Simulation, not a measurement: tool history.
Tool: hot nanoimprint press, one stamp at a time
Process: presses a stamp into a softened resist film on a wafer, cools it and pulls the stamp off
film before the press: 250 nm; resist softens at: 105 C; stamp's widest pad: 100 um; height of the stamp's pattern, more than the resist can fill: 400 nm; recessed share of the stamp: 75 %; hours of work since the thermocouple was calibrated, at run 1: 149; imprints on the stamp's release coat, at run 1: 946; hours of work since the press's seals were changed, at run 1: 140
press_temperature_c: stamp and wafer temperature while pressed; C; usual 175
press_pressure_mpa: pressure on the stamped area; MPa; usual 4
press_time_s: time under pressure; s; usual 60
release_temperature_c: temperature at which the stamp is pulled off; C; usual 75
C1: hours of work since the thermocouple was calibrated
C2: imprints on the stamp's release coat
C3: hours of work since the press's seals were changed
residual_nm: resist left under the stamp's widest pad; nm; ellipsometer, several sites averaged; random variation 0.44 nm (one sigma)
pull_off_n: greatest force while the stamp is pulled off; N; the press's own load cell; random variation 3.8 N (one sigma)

run 1 hour=0 | press_temperature_c=175 press_pressure_mpa=4 press_time_s=60 release_temperature_c=75 | C1=149 C2=946 C3=140 | residual_nm=98.8 pull_off_n=213
run 2 hour=10 | press_temperature_c=175 press_pressure_mpa=4 press_time_s=60 release_temperature_c=75 | C1=153 C2=978 C3=145 | residual_nm=98.8 pull_off_n=217
run 3 hour=21.6 | press_temperature_c=175 press_pressure_mpa=4 press_time_s=60 release_temperature_c=75 | C1=158 C2=1016 C3=149 | residual_nm=99.3 pull_off_n=214
run 4 hour=30.7 | press_temperature_c=175 press_pressure_mpa=4 press_time_s=60 release_temperature_c=75 | C1=162 C2=1045 C3=153 | residual_nm=99.7 pull_off_n=215
run 5 hour=42.5 | press_temperature_c=175 press_pressure_mpa=4 press_time_s=60 release_temperature_c=75 | C1=166 C2=1084 C3=158 | residual_nm=99.2 pull_off_n=219
-- hour=54.3 stamp cleaned and given a new release coat
run 6 hour=54.3 | press_temperature_c=175 press_pressure_mpa=4 press_time_s=60 release_temperature_c=75 | C1=169 C2=0 C3=160 | residual_nm=99.3 pull_off_n=185
run 7 hour=64.4 | press_temperature_c=177 press_pressure_mpa=4 press_time_s=60 release_temperature_c=75 | C1=173 C2=32 C3=164 | residual_nm=91.1 pull_off_n=179
run 8 hour=72.5 | press_temperature_c=177 press_pressure_mpa=4 press_time_s=60 release_temperature_c=75 | C1=176 C2=59 C3=168 | residual_nm=91.5 pull_off_n=185
run 9 hour=78.7 | press_temperature_c=175 press_pressure_mpa=4 press_time_s=60 release_temperature_c=75 | C1=179 C2=79 C3=170 | residual_nm=98.8 pull_off_n=188
run 10 hour=89.3 | press_temperature_c=175 press_pressure_mpa=4 press_time_s=119 release_temperature_c=75 | C1=183 C2=113 C3=174 | residual_nm=73.6 pull_off_n=190
run 11 hour=100.9 | press_temperature_c=175 press_pressure_mpa=4 press_time_s=60 release_temperature_c=75 | C1=188 C2=151 C3=179 | residual_nm=99.3 pull_off_n=188
run 12 hour=112.8 | press_temperature_c=175 press_pressure_mpa=4 press_time_s=60 release_temperature_c=75 | C1=193 C2=190 C3=184 | residual_nm=98.8 pull_off_n=188
run 13 hour=118.1 | press_temperature_c=175 press_pressure_mpa=4 press_time_s=60 release_temperature_c=75 | C1=195 C2=207 C3=186 | residual_nm=99.5 pull_off_n=186
run 14 hour=124 | press_temperature_c=175 press_pressure_mpa=4 press_time_s=60 release_temperature_c=75 | C1=197 C2=226 C3=188 | residual_nm=98.8 pull_off_n=187
run 15 hour=130.6 | press_temperature_c=175 press_pressure_mpa=4 press_time_s=60 release_temperature_c=75 | C1=200 C2=248 C3=191 | residual_nm=98.6 pull_off_n=192
run 16 hour=139.5 | press_temperature_c=175 press_pressure_mpa=4 press_time_s=60 release_temperature_c=75 | C1=203 C2=276 C3=195 | residual_nm=98.9 pull_off_n=190
run 17 hour=150.3 | press_temperature_c=175 press_pressure_mpa=3.77 press_time_s=82 release_temperature_c=65 | C1=208 C2=312 C3=199 | residual_nm=89.1 pull_off_n=239
-- hour=154 plate thermocouple calibrated
run 18 hour=164.6 | press_temperature_c=175 press_pressure_mpa=3.77 press_time_s=82 release_temperature_c=65 | C1=4 C2=348 C3=204 | residual_nm=88.9 pull_off_n=232
run 19 hour=170.3 | press_temperature_c=175 press_pressure_mpa=4 press_time_s=60 release_temperature_c=83 | C1=7 C2=367 C3=206 | residual_nm=98.4 pull_off_n=160
run 20 hour=182.1 | press_temperature_c=175 press_pressure_mpa=2.58 press_time_s=43 release_temperature_c=75 | C1=11 C2=405 C3=211 | residual_nm=133.8 pull_off_n=196
run 21 hour=187.8 | press_temperature_c=175 press_pressure_mpa=2.58 press_time_s=43 release_temperature_c=75 | C1=14 C2=424 C3=213 | residual_nm=133.9 pull_off_n=190
-- hour=195 plate thermocouple calibrated, once more
run 22 hour=198.1 | press_temperature_c=174 press_pressure_mpa=3.99 press_time_s=64 release_temperature_c=76 | C1=1 C2=447 C3=216 | residual_nm=102.9 pull_off_n=191
run 23 hour=204.2 | press_temperature_c=175 press_pressure_mpa=4.24 press_time_s=64 release_temperature_c=76 | C1=4 C2=467 C3=219 | residual_nm=95.6 pull_off_n=193
run 24 hour=211.2 | press_temperature_c=171 press_pressure_mpa=2.53 press_time_s=113 release_temperature_c=72 | C1=7 C2=490 C3=222 | residual_nm=113.3 pull_off_n=216
run 25 hour=219.7 | press_temperature_c=173 press_pressure_mpa=4 press_time_s=107 release_temperature_c=83 | C1=10 C2=518 C3=225 | residual_nm=86.5 pull_off_n=165
run 26 hour=228 | press_temperature_c=173 press_pressure_mpa=4 press_time_s=107 release_temperature_c=83 | C1=13 C2=545 C3=228 | residual_nm=87.2 pull_off_n=163
run 27 hour=235.6 | press_temperature_c=173 press_pressure_mpa=4 press_time_s=107 release_temperature_c=83 | C1=17 C2=569 C3=231 | residual_nm=86.4 pull_off_n=166
run 28 hour=246 | press_temperature_c=173 press_pressure_mpa=4 press_time_s=107 release_temperature_c=83 | C1=21 C2=603 C3=236 | residual_nm=86.3 pull_off_n=174
run 29 hour=255.1 | press_temperature_c=175 press_pressure_mpa=4 press_time_s=92 release_temperature_c=70 | C1=24 C2=632 C3=239 | residual_nm=85.4 pull_off_n=228
run 30 hour=261.1 | press_temperature_c=164 press_pressure_mpa=4 press_time_s=86 release_temperature_c=66 | C1=27 C2=652 C3=242 | residual_nm=136.6 pull_off_n=246

Measured less the same run without the tool's hidden state. The same run-to-run variation is in both; the gauge's scatter may not be:
The hidden state here: true temperature over the reading, C; pressure that arrives at the usual setting, %; grip of the stamp's worn release coat, % over a new coat's; drift of the gauge itself on residual_nm, %; drift of the gauge itself on pull_off_n, %.
run=1 residual_nm=-0.7 pull_off_n=+33
run=2 residual_nm=-0.7 pull_off_n=+34
run=3 residual_nm=-0.8 pull_off_n=+35
run=4 residual_nm=-0.7 pull_off_n=+36
run=5 residual_nm=-0.8 pull_off_n=+38
run=6 residual_nm=-0.8 pull_off_n=-2
run=7 residual_nm=-0.8 pull_off_n=-1
run=8 residual_nm=-0.7 pull_off_n=+0
run=9 residual_nm=-0.8 pull_off_n=+1
run=10 residual_nm=-0.7 pull_off_n=+2
run=11 residual_nm=-0.9 pull_off_n=+4
run=12 residual_nm=-0.9 pull_off_n=+5
run=13 residual_nm=-0.9 pull_off_n=+6
run=14 residual_nm=-1 pull_off_n=+6
run=15 residual_nm=-1 pull_off_n=+7
run=16 residual_nm=-1 pull_off_n=+7
run=17 residual_nm=-1 pull_off_n=+12
run=18 residual_nm=-1.7 pull_off_n=+12
run=19 residual_nm=-1.8 pull_off_n=+8
run=20 residual_nm=-2.5 pull_off_n=+11
run=21 residual_nm=-2.5 pull_off_n=+12
run=22 residual_nm=+1.1 pull_off_n=+16
run=23 residual_nm=+1.1 pull_off_n=+16
run=24 residual_nm=+0.7 pull_off_n=+19
run=25 residual_nm=+0.9 pull_off_n=+15
run=26 residual_nm=+0.9 pull_off_n=+15
run=27 residual_nm=+0.9 pull_off_n=+16
run=28 residual_nm=+0.8 pull_off_n=+19
run=29 residual_nm=+0.8 pull_off_n=+25
run=30 residual_nm=+1.1 pull_off_n=+28

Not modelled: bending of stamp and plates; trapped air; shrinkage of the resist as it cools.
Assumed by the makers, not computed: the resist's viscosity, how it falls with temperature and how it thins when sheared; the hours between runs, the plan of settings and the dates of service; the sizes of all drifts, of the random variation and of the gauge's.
